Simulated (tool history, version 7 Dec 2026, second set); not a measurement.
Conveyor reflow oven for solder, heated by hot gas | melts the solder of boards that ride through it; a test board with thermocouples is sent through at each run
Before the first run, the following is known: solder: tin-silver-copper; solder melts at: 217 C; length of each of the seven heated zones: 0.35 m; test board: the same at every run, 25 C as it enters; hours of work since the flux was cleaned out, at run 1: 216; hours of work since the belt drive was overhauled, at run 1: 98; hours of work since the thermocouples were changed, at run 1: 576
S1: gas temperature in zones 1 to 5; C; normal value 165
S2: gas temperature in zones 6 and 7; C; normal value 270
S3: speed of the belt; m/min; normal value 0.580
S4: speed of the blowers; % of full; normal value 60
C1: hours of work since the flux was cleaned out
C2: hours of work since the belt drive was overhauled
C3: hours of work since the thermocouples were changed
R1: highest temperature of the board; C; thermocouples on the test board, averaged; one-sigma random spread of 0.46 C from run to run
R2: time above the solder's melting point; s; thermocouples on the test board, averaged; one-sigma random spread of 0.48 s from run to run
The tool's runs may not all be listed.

run 1 hour=0.0 | S1=165 S2=270 S3=0.580 S4=60 | C1=216 C2=98 C3=576 | R1=245.9 R2=45.1
run 2 hour=69.6 | S1=165 S2=270 S3=0.580 S4=60 | C1=259 C2=141 C3=619 | R1=245.4 R2=44.3
run 3 hour=105.1 | S1=165 S2=270 S3=0.580 S4=60 | C1=281 C2=163 C3=641 | R1=245.7 R2=44.5
run 4 hour=144.4 | S1=165 S2=258 S3=0.580 S4=60 | C1=305 C2=188 C3=665 | R1=236.3 R2=34.9
run 5 hour=178.5 | S1=165 S2=258 S3=0.580 S4=60 | C1=326 C2=209 C3=686 | R1=236.1 R2=34.2
-- hour=232.3 flux residue cleaned out of gas plates and filters
run 6 hour=232.3 | S1=165 S2=270 S3=0.583 S4=60 | C1=0 C2=239 C3=717 | R1=248.3 R2=47.5
run 7 hour=276.0 | S1=165 S2=270 S3=0.583 S4=60 | C1=27 C2=266 C3=744 | R1=248.8 R2=48.4
run 8 hour=313.5 | S1=177 S2=270 S3=0.583 S4=60 | C1=50 C2=289 C3=767 | R1=251.2 R2=53.2
run 9 hour=378.2 | S1=165 S2=270 S3=0.580 S4=54 | C1=90 C2=329 C3=807 | R1=245.5 R2=44.5
run 10 hour=444.4 | S1=165 S2=270 S3=0.580 S4=54 | C1=131 C2=370 C3=848 | R1=246.0 R2=44.0
run 11 hour=498.6 | S1=165 S2=270 S3=0.580 S4=60 | C1=165 C2=404 C3=881 | R1=247.9 R2=47.2
run 12 hour=558.4 | S1=165 S2=270 S3=0.580 S4=60 | C1=202 C2=441 C3=919 | R1=248.2 R2=47.1
run 13 hour=613.8 | S1=165 S2=270 S3=0.580 S4=60 | C1=236 C2=475 C3=953 | R1=247.9 R2=46.1
run 14 hour=677.7 | S1=165 S2=270 S3=0.544 S4=60 | C1=276 C2=515 C3=992 | R1=249.0 R2=51.7
run 15 hour=747.9 | S1=165 S2=270 S3=0.544 S4=78 | C1=319 C2=558 C3=1036 | R1=256.3 R2=57.9
run 16 hour=791.6 | S1=165 S2=270 S3=0.544 S4=78 | C1=346 C2=585 C3=1063 | R1=255.3 R2=56.5
-- hour=815.9 flux residue cleaned out of gas plates and filters
run 17 hour=851.4 | S1=165 S2=270 S3=0.544 S4=78 | C1=22 C2=619 C3=1097 | R1=260.0 R2=60.0
-- hour=907.1 thermocouples of zones 6 and 7 changed
run 18 hour=908.3 | S1=165 S2=275 S3=0.513 S4=56 | C1=56 C2=653 C3=1 | R1=254.4 R2=59.8
run 19 hour=946.1 | S1=165 S2=275 S3=0.513 S4=56 | C1=79 C2=676 C3=24 | R1=255.0 R2=59.8
run 20 hour=1015.7 | S1=165 S2=270 S3=0.584 S4=56 | C1=122 C2=720 C3=67 | R1=244.9 R2=43.3
run 21 hour=1047.4 | S1=165 S2=270 S3=0.584 S4=56 | C1=142 C2=739 C3=87 | R1=245.2 R2=43.8
run 22 hour=1088.1 | S1=165 S2=260 S3=0.584 S4=56 | C1=167 C2=764 C3=112 | R1=236.2 R2=35.5
run 23 hour=1146.9 | S1=165 S2=260 S3=0.584 S4=56 | C1=204 C2=801 C3=148 | R1=236.0 R2=34.2
run 24 hour=1213.2 | S1=160 S2=270 S3=0.580 S4=60 | C1=245 C2=842 C3=189 | R1=245.2 R2=42.6
run 25 hour=1282.5 | S1=165 S2=269 S3=0.527 S4=74 | C1=288 C2=885 C3=232 | R1=253.2 R2=58.3
run 26 hour=1338.0 | S1=165 S2=269 S3=0.527 S4=74 | C1=322 C2=919 C3=267 | R1=253.2 R2=58.2
-- hour=1401.3 flux residue cleaned out of gas plates and filters
run 27 hour=1406.8 | S1=162 S2=270 S3=0.584 S4=60 | C1=3 C2=958 C3=306 | R1=248.4 R2=46.7
run 28 hour=1442.7 | S1=160 S2=276 S3=0.580 S4=52 | C1=26 C2=981 C3=328 | R1=248.5 R2=46.6
run 29 hour=1512.7 | S1=160 S2=276 S3=0.580 S4=52 | C1=69 C2=1024 C3=372 | R1=248.2 R2=45.2
run 30 hour=1559.2 | S1=175 S2=262 S3=0.691 S4=72 | C1=98 C2=1053 C3=401 | R1=243.3 R2=37.5

Some steps in R1, run to run, broken into two amounts with sign: the step expected even without the hidden condition (settings, incoming material, random variation), and the rest, left for the hidden condition together with whatever gauge scatter is not in both the measured and the hidden-condition-free result:
Hidden state at play: heat that the gas passes to the board, % of a clean oven's; belt's true speed, % of the reading; true gas temperature in zones 6 and 7 over the reading, C; drift of the gauge itself on peak_c, C; drift of the gauge itself on liquid_s, %.
Run 3 -> 4: S2 270 -> 258. R1 -9.4 C: hidden state +0.2, all else -9.6.
Run 5 -> 6: S2 258 -> 270, S3 0.580 -> 0.583, flux residue cleaned out of gas plates and filters. R1 +12.2 C: hidden state +3.9, all else +8.3.
Run 16 -> 17: flux residue cleaned out of gas plates and filters. R1 +4.7 C: hidden state +3.6, all else +1.1.
Run 19 -> 20: S2 275 -> 270, S3 0.513 -> 0.584. R1 -10.1 C: hidden state -0.4, all else -9.7.
Run 26 -> 27: S1 165 -> 162, S2 269 -> 270, S3 0.527 -> 0.584, S4 74 -> 60, flux residue cleaned out of gas plates and filters. R1 -4.8 C: hidden state +3.8, all else -8.6.
